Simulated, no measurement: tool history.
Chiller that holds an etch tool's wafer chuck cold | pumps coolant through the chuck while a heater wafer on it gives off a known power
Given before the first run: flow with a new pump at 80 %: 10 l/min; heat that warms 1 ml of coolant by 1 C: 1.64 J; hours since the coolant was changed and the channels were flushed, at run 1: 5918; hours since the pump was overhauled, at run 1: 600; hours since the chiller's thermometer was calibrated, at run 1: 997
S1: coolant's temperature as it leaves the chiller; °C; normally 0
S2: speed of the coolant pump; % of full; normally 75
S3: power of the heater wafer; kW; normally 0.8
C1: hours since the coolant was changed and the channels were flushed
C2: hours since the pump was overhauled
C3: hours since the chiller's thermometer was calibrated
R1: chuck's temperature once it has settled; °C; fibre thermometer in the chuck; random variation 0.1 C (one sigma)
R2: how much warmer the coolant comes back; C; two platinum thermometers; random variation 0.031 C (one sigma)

run 1 day=0 | S1=0 S2=75 S3=0.8 | C1=5918 C2=600 C3=997 | R1=9.1 R2=3.14
run 2 day=0.821 | S1=0 S2=75 S3=0.8 | C1=5938 C2=620 C3=1017 | R1=9.1 R2=3.16
run 3 day=1.667 | S1=0 S2=75 S3=0.8 | C1=5958 C2=640 C3=1037 | R1=9 R2=3.08
run 4 day=2.388 | S1=0 S2=75 S3=0.597 | C1=5975 C2=657 C3=1054 | R1=6.9 R2=2.29
run 5 day=3.042 | S1=0 S2=75 S3=0.556 | C1=5991 C2=673 C3=1070 | R1=6.2 R2=2.22
run 6 day=4.383 | S1=0 S2=75 S3=0.556 | C1=6023 C2=705 C3=1102 | R1=6.3 R2=2.15
run 7 day=5.388 | S1=0 S2=75 S3=0.556 | C1=6047 C2=729 C3=1126 | R1=6.4 R2=2.17
run 8 day=6.875 | S1=0 S2=75 S3=0.8 | C1=6083 C2=765 C3=1162 | R1=9.2 R2=3.16
run 9 day=7.883 | S1=0 S2=72 S3=0.8 | C1=6107 C2=789 C3=1186 | R1=9.4 R2=3.25
run 10 day=8.6 | S1=-2 S2=75 S3=0.8 | C1=6124 C2=806 C3=1203 | R1=7.2 R2=3.14
run 11 day=9.858 | S1=5 S2=75 S3=0.8 | C1=6155 C2=837 C3=1234 | R1=14.3 R2=3.22
run 12 day=11.05 | S1=5 S2=75 S3=0.8 | C1=6183 C2=865 C3=1262 | R1=14.1 R2=3.12
run 13 day=12.142 | S1=5 S2=75 S3=0.8 | C1=6209 C2=891 C3=1288 | R1=14.2 R2=3.13
-- day=12.317 chiller's thermometer calibrated
run 14 day=13.129 | S1=5 S2=75 S3=0.8 | C1=6232 C2=914 C3=19 | R1=14.2 R2=3.15
run 15 day=14.612 | S1=5 S2=75 S3=0.8 | C1=6268 C2=950 C3=55 | R1=14.4 R2=3.12
run 16 day=16.092 | S1=-8 S2=96 S3=0.684 | C1=6303 C2=985 C3=91 | R1=-1.6 R2=2.04
run 17 day=16.746 | S1=3 S2=75 S3=0.765 | C1=6319 C2=1001 C3=106 | R1=11.9 R2=3.01
run 18 day=18.279 | S1=-5 S2=91 S3=0.765 | C1=6356 C2=1038 C3=143 | R1=2.4 R2=2.42
run 19 day=19.617 | S1=-5 S2=75 S3=0.8 | C1=6388 C2=1070 C3=175 | R1=4.2 R2=3.12
run 20 day=20.375 | S1=0 S2=78 S3=0.807 | C1=6406 C2=1088 C3=193 | R1=8.9 R2=3.02
-- day=21.258 chiller's thermometer calibrated, once more
run 21 day=21.929 | S1=0 S2=78 S3=0.807 | C1=6442 C2=1124 C3=16 | R1=8.9 R2=3.08
run 22 day=23.225 | S1=-2 S2=78 S3=0.745 | C1=6473 C2=1155 C3=47 | R1=6.1 R2=2.81
run 23 day=24.033 | S1=-2 S2=60 S3=0.71 | C1=6493 C2=1175 C3=67 | R1=8.2 R2=3.64
run 24 day=25.375 | S1=-1 S2=71 S3=0.71 | C1=6525 C2=1207 C3=99 | R1=7.8 R2=2.97
run 25 day=26.638 | S1=-1 S2=71 S3=0.71 | C1=6555 C2=1237 C3=129 | R1=7.7 R2=2.97
run 26 day=27.858 | S1=-5 S2=95 S3=0.489 | C1=6585 C2=1267 C3=158 | R1=-0.4 R2=1.49
run 27 day=28.754 | S1=-10 S2=79 S3=0.489 | C1=6606 C2=1288 C3=180 | R1=-4.7 R2=1.8
run 28 day=29.642 | S1=0 S2=75 S3=0.814 | C1=6628 C2=1309 C3=201 | R1=9.4 R2=3.23
run 29 day=30.333 | S1=0 S2=99 S3=0.679 | C1=6644 C2=1326 C3=218 | R1=6.1 R2=1.96

4 options for the next run, each taken on its own from the tool as it stands now. Forecast them:
run A day=31.425 | S1=9 S2=92 S3=0.8 | C1=6670 C2=1352 C3=244 | R1=? R2=?
run B day=31.425 | S1=0 S2=72 S3=0.8 | C1=6670 C2=1352 C3=244 | R1=? R2=?
run C day=31.425 | S1=1 S2=75 S3=0.8 | C1=6670 C2=1352 C3=244 | R1=? R2=?
run D day=31.425 | S1=9 S2=70 S3=0.679 | C1=6670 C2=1352 C3=244 | R1=? R2=?

run=A R1=16.6 R2=2.47
run=B R1=9.6 R2=3.31
run=C R1=10.3 R2=3.13
run=D R1=17.4 R2=2.93
With no hidden state in the tool, these same runs would have given:
run=A R1=15.5 R2=2.46
run=B R1=8.3 R2=3.3
run=C R1=9 R2=3.12
run=D R1=16.2 R2=2.92

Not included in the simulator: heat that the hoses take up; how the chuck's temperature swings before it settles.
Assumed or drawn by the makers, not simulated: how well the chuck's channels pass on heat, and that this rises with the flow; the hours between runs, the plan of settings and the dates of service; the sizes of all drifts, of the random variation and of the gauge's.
